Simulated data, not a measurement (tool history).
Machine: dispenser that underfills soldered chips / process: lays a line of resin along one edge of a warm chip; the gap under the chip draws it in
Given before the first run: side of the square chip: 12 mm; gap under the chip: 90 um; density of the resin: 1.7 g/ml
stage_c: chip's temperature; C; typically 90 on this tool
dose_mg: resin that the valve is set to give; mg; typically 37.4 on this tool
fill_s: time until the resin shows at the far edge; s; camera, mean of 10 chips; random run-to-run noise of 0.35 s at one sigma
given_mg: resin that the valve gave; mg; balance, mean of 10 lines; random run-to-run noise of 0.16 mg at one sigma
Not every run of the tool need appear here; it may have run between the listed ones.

| run | hour | stage_c | dose_mg | fill_s | given_mg |
|---|---|---|---|---|---|
| 1 | 0 | 90 | 37.4 | 26.1 | 37.28 |
|  | 1.3 | new syringe of resin |
| 2 | 7.8 | 90 | 34.1 | 23.3 | 33.62 |
|  | 12.5 | new syringe of resin |
| 3 | 15 | 90 | 32.6 | 20.4 | 32.18 |
|  | 23.6 | new syringe of resin |
| 4 | 24.4 | 90 | 32.6 | 18.7 | 31.81 |
| 5 | 33.4 | 90 | 35 | 25.4 | 34.05 |
|  | 34.7 | new syringe of resin |
| 6 | 43.7 | 90 | 37.4 | 24.8 | 36.19 |
|  | 45.7 | new syringe of resin |
| 7 | 53 | 90 | 37.4 | 23.2 | 36 |
|  | 56.7 | new syringe of resin |
| 8 | 59.6 | 90 | 33.3 | 20.6 | 31.9 |
|  | 68.3 | new syringe of resin |
| 9 | 70 | 90 | 33.3 | 19.9 | 31.72 |
| 10 | 75.2 | 90 | 33.3 | 23.2 | 31.66 |
|  | 79.8 | new syringe of resin |
|  | 81.4 | dispensing valve cleaned and set on the balance |
| 11 | 85.2 | 96 | 37.4 | 16.6 | 37.26 |
| 12 | 90.8 | 96 | 37.4 | 19.7 | 37.49 |
|  | 92 | new syringe of resin |
| 13 | 99.1 | 90 | 37.4 | 23 | 36.89 |
|  | 103.1 | new syringe of resin |
| 14 | 110.4 | 90 | 37.4 | 23.4 | 37.04 |
|  | 113.8 | new syringe of resin |
| 15 | 120.3 | 102 | 37.4 | 13.9 | 36.65 |
|  | 124.9 | new syringe of resin |
| 16 | 131.3 | 102 | 37.4 | 13.2 | 36.46 |
|  | 135.9 | new syringe of resin |
| 17 | 138.8 | 90 | 37.4 | 20.1 | 36.51 |
|  | 146.6 | new syringe of resin |
| 18 | 148.8 | 90 | 37.4 | 19.8 | 36.01 |
|  | 157.3 | new syringe of resin |
| 19 | 159.4 | 77 | 39.8 | 35.2 | 37.92 |
| 20 | 166.3 | 90 | 34.4 | 25.1 | 33.07 |
|  | 168.1 | new syringe of resin |
| 21 | 171.5 | 78 | 33.6 | 35.1 | 31.86 |
|  | 179.1 | new syringe of resin |
|  | 180.7 | dispensing valve cleaned and set on the balance |
| 22 | 181.3 | 78 | 33.6 | 32.9 | 33.58 |
| 23 | 187.2 | 93 | 43.4 | 19.2 | 43.55 |
|  | 190.9 | new syringe of resin |
| 24 | 193 | 92 | 37.7 | 17.5 | 37.25 |
| 25 | 200.2 | 78 | 36.3 | 42.6 | 36 |
|  | 202.1 | new syringe of resin |
| 26 | 210.5 | 79 | 47.4 | 37.9 | 46.4 |
|  | 212.8 | new syringe of resin |
| 27 | 220.6 | 90 | 37 | 23.7 | 36.13 |
|  | 223.8 | new syringe of resin |
| 28 | 230.9 | 90 | 37 | 22.9 | 36.04 |
|  | 234.8 | new syringe of resin |
| 29 | 240.1 | 77 | 36.6 | 38.9 | 35.51 |
|  | 245.9 | new syringe of resin |
| 30 | 247 | 88 | 45.9 | 20.2 | 44.36 |
| 31 | 252.7 | 95 | 38.7 | 17.9 | 36.97 |
|  | 256.9 | new syringe of resin |
| 32 | 262.1 | 95 | 38.7 | 18.1 | 36.91 |
|  | 268.1 | new syringe of resin |
| 33 | 271.2 | 81 | 48.3 | 28.2 | 46.11 |
| 34 | 278.2 | 81 | 48.3 | 36.1 | 45.58 |
|  | 279.4 | new syringe of resin |
|  | 280.4 | dispensing valve cleaned and set on the balance |
|  | 291.1 | new syringe of resin |
| 35 | 291.1 | 76 | 44.2 | 33.2 | 44.07 |
| 36 | 300.5 | 76 | 36.5 | 46.6 | 35.98 |

Some steps in fill_s between neighbouring runs. How much of each would the tool show without its hidden state too (settings, what came in, random variation), and how much is left for the hidden state, with any gauge scatter that isn't in both results?
Unlogged tool condition in this case: resin's viscosity, % of fresh resin's; dose that the valve gives, % of what is set; true chip temperature over the reading, C; drift of the gauge itself on fill_s, %; drift of the gauge itself on given_mg, %.
Run 24 -> 25: stage_c 92 -> 78, dose_mg 37.7 -> 36.3. fill_s +25.1 s: hidden state +9.8, all else +15.3.
Run 28 -> 29: stage_c 90 -> 77, dose_mg 37 -> 36.6, new syringe of resin. fill_s +16 s: hidden state +0.6, all else +15.4.
Run 29 -> 30: stage_c 77 -> 88, dose_mg 36.6 -> 45.9, new syringe of resin. fill_s -18.7 s: hidden state -5.2, all else -13.5.
Run 34 -> 35: stage_c 81 -> 76, dose_mg 48.3 -> 44.2, new syringe of resin, dispensing valve cleaned and set on the balance, new syringe of resin. fill_s -2.9 s: hidden state -11, all else +8.1.
Run 35 -> 36: dose_mg 44.2 -> 36.5. fill_s +13.4 s: hidden state +12.7, all else +0.7.
